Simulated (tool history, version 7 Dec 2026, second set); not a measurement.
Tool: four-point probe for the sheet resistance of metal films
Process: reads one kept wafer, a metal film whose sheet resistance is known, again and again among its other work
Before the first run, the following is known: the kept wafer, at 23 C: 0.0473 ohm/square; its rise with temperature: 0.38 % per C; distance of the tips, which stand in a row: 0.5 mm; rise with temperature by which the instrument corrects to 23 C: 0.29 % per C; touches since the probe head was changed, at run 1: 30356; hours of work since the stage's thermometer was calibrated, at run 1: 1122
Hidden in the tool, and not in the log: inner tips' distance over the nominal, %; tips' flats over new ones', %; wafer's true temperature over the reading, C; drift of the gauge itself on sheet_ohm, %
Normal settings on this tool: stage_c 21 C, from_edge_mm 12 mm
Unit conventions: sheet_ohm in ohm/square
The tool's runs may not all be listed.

| run | hour | stage_c | from_edge_mm | touches since the probe head was changed | hours of work since the stage's thermometer was calibrated | sheet_ohm |
|---|---|---|---|---|---|---|
| 1 | 0 | 21 | 12 | 30356 | 1122 | 0.047251 |
| 2 | 36.7 | 21 | 12 | 31952 | 1140 | 0.047235 |
| 3 | 75.2 | 21 | 10 | 33628 | 1159 | 0.047286 |
| 4 | 130.7 | 21 | 10 | 36043 | 1187 | 0.047259 |
| 5 | 169.9 | 21 | 10 | 37752 | 1206 | 0.047246 |
| 6 | 202.8 | 21 | 10 | 39182 | 1223 | 0.047267 |
| 7 | 244.2 | 21 | 10 | 40984 | 1243 | 0.047266 |
| 8 | 281 | 21 | 10 | 42587 | 1261 | 0.047251 |
| 9 | 317.8 | 21 | 10 | 44186 | 1280 | 0.047262 |
| 10 | 349.1 | 21 | 10 | 45551 | 1295 | 0.047277 |
| 11 | 411.3 | 21 | 10 | 48256 | 1326 | 0.047271 |
| 12 | 472.5 | 21 | 50 | 50920 | 1357 | 0.047219 |
| 13 | 529.8 | 33 | 12 | 53416 | 1385 | 0.04774 |
| 14 | 557.2 | 33 | 12 | 54608 | 1399 | 0.047745 |
| 15 | 588.2 | 33 | 12 | 55958 | 1414 | 0.047739 |
| 16 | 614.6 | 33 | 12 | 57104 | 1427 | 0.047726 |
| 17 | 663.5 | 21 | 39 | 59234 | 1452 | 0.047226 |
| 18 | 695.8 | 21 | 39 | 60641 | 1468 | 0.047189 |
| 19 | 725.4 | 22 | 39 | 61929 | 1483 | 0.047245 |
| 20 | 752.7 | 22 | 39 | 63119 | 1496 | 0.047245 |
| 21 | 800.4 | 22 | 39 | 65192 | 1520 | 0.047238 |
| 22 | 856.6 | 22 | 39 | 67639 | 1548 | 0.047238 |
| 23 | 894.9 | 22 | 39 | 69305 | 1567 | 0.047242 |
| 24 | 949.7 | 22 | 9 | 71689 | 1594 | 0.047297 |
| 25 | 1011.4 | 21 | 8 | 74376 | 1625 | 0.047297 |
|  | 1032.3 | new probe head fitted |
| 26 | 1046.9 | 21 | 8 | 634 | 1642 | 0.047307 |
| 27 | 1083.2 | 21 | 3 | 2217 | 1660 | 0.047918 |
| 28 | 1125.2 | 21 | 3 | 4044 | 1681 | 0.047901 |
| 29 | 1161 | 20 | 5 | 5602 | 1699 | 0.047407 |
| 30 | 1200 | 20 | 5 | 7297 | 1718 | 0.047417 |
| 31 | 1238.8 | 30 | 11 | 8987 | 1737 | 0.047621 |
| 32 | 1286.1 | 30 | 8 | 11048 | 1761 | 0.047666 |
| 33 | 1338.9 | 24 | 10 | 13345 | 1787 | 0.047407 |
| 34 | 1388.6 | 25 | 6 | 15509 | 1812 | 0.047566 |
| 35 | 1414.8 | 25 | 6 | 16649 | 1825 | 0.047549 |
| 36 | 1466.3 | 25 | 53 | 18890 | 1851 | 0.047366 |
|  | 1487.5 | stage's thermometer calibrated |
| 37 | 1514.2 | 26 | 19 | 20952 | 13 | 0.04743 |
| 38 | 1560 | 26 | 19 | 22945 | 36 | 0.047453 |
| 39 | 1614.8 | 23 | 45 | 25333 | 63 | 0.047289 |
| 40 | 1654.2 | 33 | 8 | 27047 | 83 | 0.04778 |
| 41 | 1699.5 | 27 | 54 | 29019 | 105 | 0.047462 |
| 42 | 1738.2 | 32 | 43 | 30703 | 125 | 0.047663 |
| 43 | 1790.8 | 32 | 43 | 32991 | 151 | 0.047652 |
| 44 | 1825.2 | 34 | 12 | 34490 | 168 | 0.047789 |
| 45 | 1879.8 | 30 | 7 | 36863 | 195 | 0.047716 |

4 options for the next run, each taken on its own from the tool as it stands now. Forecast them:
| A | 1915.2 | 27 | 43 | 38407 | 213 | ? |
| B | 1915.2 | 30 | 4 | 38407 | 213 | ? |
| C | 1915.2 | 25 | 4 | 38407 | 213 | ? |
| D | 1915.2 | 21 | 29 | 38407 | 213 | ? |

| run | sheet_ohm |
|---|---|
| A | 0.047468 |
| B | 0.047992 |
| C | 0.047765 |
| D | 0.047215 |
With the hidden condition removed and each run's random variation left untouched, the same runs would have given:
| run | sheet_ohm |
|---|---|
| A | 0.047477 |
| B | 0.048001 |
| C | 0.047774 |
| D | 0.047224 |
